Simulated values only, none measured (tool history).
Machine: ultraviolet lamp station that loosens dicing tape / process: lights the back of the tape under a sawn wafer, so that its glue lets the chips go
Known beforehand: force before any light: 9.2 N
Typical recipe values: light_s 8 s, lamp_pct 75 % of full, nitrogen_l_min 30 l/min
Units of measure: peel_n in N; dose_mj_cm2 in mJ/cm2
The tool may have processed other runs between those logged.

Run 1, hour 0: usual settings. Result: peel_n 0.379 N, dose_mj_cm2 301 mJ/cm2.
Run 2, hour 53.5: usual settings but lamp_pct 70 % of full. Result: peel_n 0.434 N, dose_mj_cm2 279 mJ/cm2.
Run 3, hour 90.2: usual settings but lamp_pct 70 % of full. Result: peel_n 0.441 N, dose_mj_cm2 274 mJ/cm2.
Run 4, hour 135.2: usual settings but nitrogen_l_min 12 l/min. Result: peel_n 0.604 N, dose_mj_cm2 287 mJ/cm2.
Run 5, hour 185.6: usual settings. Result: peel_n 0.426 N, dose_mj_cm2 282 mJ/cm2.
At hour 220: window cleaned of glue's vapour.
Run 6, hour 255: usual settings. Result: peel_n 0.461 N, dose_mj_cm2 268 mJ/cm2.
Run 7, hour 309.3: usual settings. Result: peel_n 0.481 N, dose_mj_cm2 268 mJ/cm2.
Run 8, hour 343: usual settings. Result: peel_n 0.479 N, dose_mj_cm2 264 mJ/cm2.
Run 9, hour 382.5: usual settings but light_s 4 s, lamp_pct 99 % of full, nitrogen_l_min 23 l/min. Result: peel_n 1.181 N, dose_mj_cm2 170 mJ/cm2.
Run 10, hour 444.6: usual settings but light_s 12 s, lamp_pct 79 % of full, nitrogen_l_min 22 l/min. Result: peel_n 0.296 N, dose_mj_cm2 402 mJ/cm2.
Run 11, hour 482.3: usual settings but light_s 6 s, lamp_pct 78 % of full, nitrogen_l_min 15 l/min. Result: peel_n 1.162 N, dose_mj_cm2 198 mJ/cm2.
Run 12, hour 524.5: usual settings but light_s 6 s, lamp_pct 78 % of full, nitrogen_l_min 15 l/min. Result: peel_n 1.195 N, dose_mj_cm2 195 mJ/cm2.
Run 13, hour 558.7: usual settings but light_s 6 s, nitrogen_l_min 11 l/min. Result: peel_n 1.484 N, dose_mj_cm2 186 mJ/cm2.
At hour 622.4: window cleaned of glue's vapour, once more.
Run 14, hour 622.4: usual settings but light_s 12 s, lamp_pct 65 % of full, nitrogen_l_min 17 l/min. Result: peel_n 0.334 N, dose_mj_cm2 377 mJ/cm2.

Table of differences, measured result less the result of that run with no hidden state. Run-to-run variation is the same in both. Gauge scatter possibly is not:
The tool's hidden condition here consists of: lamp's light, % of a new lamp's; light that the window lets through, % of a clean one's; drift of the gauge itself on peel_n, %; drift of the gauge itself on dose_mj_cm2, %.
run  peel_n  dose_mj_cm2
  1  +0.054          -35
  2  +0.078          -38
  3  +0.087          -41
  4  +0.146          -47
  5  +0.088          -51
  6  +0.126          -65
  7  +0.141          -70
  8  +0.145          -72
  9  +0.451          -50
 10  +0.039         -129
 11   +0.49          -66
 12  +0.518          -68
 13  +0.642          -68
 14  +0.044          -60

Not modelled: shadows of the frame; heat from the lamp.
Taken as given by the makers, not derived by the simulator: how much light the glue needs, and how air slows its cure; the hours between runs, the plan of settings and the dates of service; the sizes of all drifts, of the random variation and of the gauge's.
